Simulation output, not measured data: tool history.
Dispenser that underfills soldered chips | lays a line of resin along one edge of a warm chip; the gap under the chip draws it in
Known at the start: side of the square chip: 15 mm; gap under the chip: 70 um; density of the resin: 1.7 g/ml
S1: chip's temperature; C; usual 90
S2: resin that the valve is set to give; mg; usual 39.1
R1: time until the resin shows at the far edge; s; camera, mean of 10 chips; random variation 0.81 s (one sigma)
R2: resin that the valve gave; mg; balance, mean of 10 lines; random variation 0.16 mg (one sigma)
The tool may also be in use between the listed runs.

{"run": 1, "hour": 0.0, "S1": 90, "S2": 39.1, "R1": 82.7, "R2": 39.09}
{"run": 2, "hour": 6.3, "S1": 90, "S2": 39.1, "R1": 111.5, "R2": 39.04}
{"hour": 8.9, "done": "new syringe of resin"}
{"run": 3, "hour": 12.7, "S1": 90, "S2": 39.1, "R1": 96.7, "R2": 38.88}
{"hour": 18.2, "done": "new syringe of resin"}
{"run": 4, "hour": 22.4, "S1": 90, "S2": 39.1, "R1": 97.3, "R2": 39.01}
{"hour": 27.1, "done": "new syringe of resin"}
{"run": 5, "hour": 30.2, "S1": 90, "S2": 39.1, "R1": 94.3, "R2": 38.69}
{"run": 6, "hour": 34.7, "S1": 95, "S2": 39.1, "R1": 97.3, "R2": 38.42}
{"hour": 36.4, "done": "new syringe of resin"}
{"run": 7, "hour": 41.8, "S1": 90, "S2": 39.1, "R1": 106.4, "R2": 38.6}
{"hour": 45.6, "done": "new syringe of resin"}
{"run": 8, "hour": 50.6, "S1": 90, "S2": 39.1, "R1": 107.0, "R2": 38.45}
{"hour": 55.2, "done": "new syringe of resin"}
{"run": 9, "hour": 55.4, "S1": 90, "S2": 42.4, "R1": 81.6, "R2": 41.96}
{"run": 10, "hour": 60.1, "S1": 90, "S2": 42.4, "R1": 100.9, "R2": 41.35}
{"hour": 64.7, "done": "new syringe of resin"}
{"run": 11, "hour": 69.8, "S1": 90, "S2": 42.4, "R1": 102.9, "R2": 41.85}
{"hour": 73.9, "done": "new syringe of resin"}
{"run": 12, "hour": 77.8, "S1": 90, "S2": 42.4, "R1": 97.5, "R2": 41.54}
{"hour": 83.3, "done": "new syringe of resin"}
{"run": 13, "hour": 84.3, "S1": 90, "S2": 42.4, "R1": 84.1, "R2": 41.14}
{"run": 14, "hour": 89.4, "S1": 90, "S2": 39.1, "R1": 110.5, "R2": 37.86}
{"hour": 92.2, "done": "new syringe of resin"}
{"run": 15, "hour": 98.6, "S1": 90, "S2": 39.1, "R1": 110.4, "R2": 37.92}
{"hour": 101.5, "done": "new syringe of resin"}
{"run": 16, "hour": 105.3, "S1": 77, "S2": 39.0, "R1": 172.3, "R2": 37.78}
{"hour": 111.3, "done": "new syringe of resin"}
{"run": 17, "hour": 115.1, "S1": 77, "S2": 39.0, "R1": 170.8, "R2": 37.59}
{"hour": 121.0, "done": "new syringe of resin"}
{"run": 18, "hour": 121.9, "S1": 97, "S2": 39.6, "R1": 65.6, "R2": 38.14}
{"run": 19, "hour": 129.3, "S1": 96, "S2": 39.1, "R1": 99.8, "R2": 37.28}
{"hour": 130.2, "done": "new syringe of resin"}
{"run": 20, "hour": 135.4, "S1": 96, "S2": 39.1, "R1": 82.7, "R2": 37.1}
{"hour": 139.7, "done": "new syringe of resin"}
{"run": 21, "hour": 144.9, "S1": 92, "S2": 39.1, "R1": 99.0, "R2": 37.38}
{"hour": 148.9, "done": "new syringe of resin"}
{"hour": 153.1, "done": "dispensing valve cleaned and set on the balance"}
{"run": 22, "hour": 153.1, "S1": 92, "S2": 39.1, "R1": 87.9, "R2": 39.0}
{"hour": 159.0, "done": "new syringe of resin"}
{"run": 23, "hour": 162.6, "S1": 95, "S2": 47.8, "R1": 78.0, "R2": 47.68}
{"hour": 168.4, "done": "new syringe of resin"}
{"run": 24, "hour": 169.6, "S1": 82, "S2": 45.2, "R1": 116.4, "R2": 44.63}
{"run": 25, "hour": 175.2, "S1": 82, "S2": 45.2, "R1": 152.3, "R2": 44.91}
{"hour": 177.9, "done": "new syringe of resin"}
{"run": 26, "hour": 180.9, "S1": 102, "S2": 39.8, "R1": 59.9, "R2": 38.97}
{"run": 27, "hour": 185.4, "S1": 90, "S2": 44.1, "R1": 115.1, "R2": 43.46}
{"hour": 187.0, "done": "new syringe of resin"}
{"run": 28, "hour": 193.8, "S1": 82, "S2": 49.0, "R1": 153.0, "R2": 48.4}
{"hour": 196.1, "done": "new syringe of resin"}
{"run": 29, "hour": 202.6, "S1": 82, "S2": 49.0, "R1": 152.0, "R2": 48.39}

The same runs without the tool's hidden state, with the same run-to-run variation:
The hidden state here: resin's viscosity, % of fresh resin's; dose that the valve gives, % of what is set; true chip temperature over the reading, C; drift of the gauge itself on fill_s, %; drift of the gauge itself on given_mg, %.
run=1 R1=75.4 R2=39.11
run=2 R1=75.1 R2=39.13
run=3 R1=76.2 R2=39.04
run=4 R1=75.4 R2=39.29
run=5 R1=75.1 R2=39.07
run=6 R1=62.1 R2=38.85
run=7 R1=75.1 R2=39.12
run=8 R1=77.9 R2=39.08
run=9 R1=77.0 R2=42.71
run=10 R1=75.7 R2=42.15
run=11 R1=75.3 R2=42.80
run=12 R1=75.2 R2=42.60
run=13 R1=74.6 R2=42.27
run=14 R1=76.3 R2=38.96
run=15 R1=76.2 R2=39.15
run=16 R1=130.4 R2=39.09
run=17 R1=130.8 R2=39.05
run=18 R1=57.0 R2=39.70
run=19 R1=60.4 R2=38.91
run=20 R1=59.1 R2=38.81
run=21 R1=70.4 R2=39.21
run=22 R1=69.7 R2=39.05
run=23 R1=61.2 R2=47.90
run=24 R1=101.4 R2=44.94
run=25 R1=101.2 R2=45.30
run=26 R1=47.4 R2=39.38
run=27 R1=72.5 R2=43.98
run=28 R1=101.2 R2=49.10
run=29 R1=101.8 R2=49.24
